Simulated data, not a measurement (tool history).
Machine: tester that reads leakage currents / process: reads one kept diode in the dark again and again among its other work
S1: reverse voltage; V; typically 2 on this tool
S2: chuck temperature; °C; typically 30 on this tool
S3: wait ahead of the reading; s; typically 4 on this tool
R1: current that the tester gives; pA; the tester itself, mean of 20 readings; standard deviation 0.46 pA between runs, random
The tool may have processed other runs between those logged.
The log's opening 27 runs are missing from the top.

run 28 hour=1582.1 | S1=5.72 S2=30 S3=1.63 | R1=244.64
run 29 hour=1654 | S1=5.72 S2=36 S3=5.29 | R1=377.12
run 30 hour=1706 | S1=1.55 S2=36 S3=5.29 | R1=211.15
run 31 hour=1778.4 | S1=1.55 S2=36 S3=5.29 | R1=211.96
run 32 hour=1844.5 | S1=17.35 S2=20 S3=3.31 | R1=199.87
run 33 hour=1911.9 | S1=13.05 S2=30 S3=4 | R1=361.58
run 34 hour=1984.9 | S1=13.05 S2=30 S3=4 | R1=362.22
run 35 hour=2039.4 | S1=13.05 S2=30 S3=4 | R1=364.08
run 36 hour=2116.1 | S1=1.67 S2=53 S3=4 | R1=710.67
run 37 hour=2181.6 | S1=8.56 S2=30 S3=4 | R1=302.65
run 38 hour=2247.3 | S1=8.56 S2=30 S3=4 | R1=303.23

For run 39, what comes out?
run 39 hour=2324.1 | S1=12.22 S2=34 S3=0.5 | R1=?

{"run 39": {"R1": 477.64}}
Take away the tool's hidden state, keep the run-to-run variation as it was, and the same run would have given R1 452.11 pA.
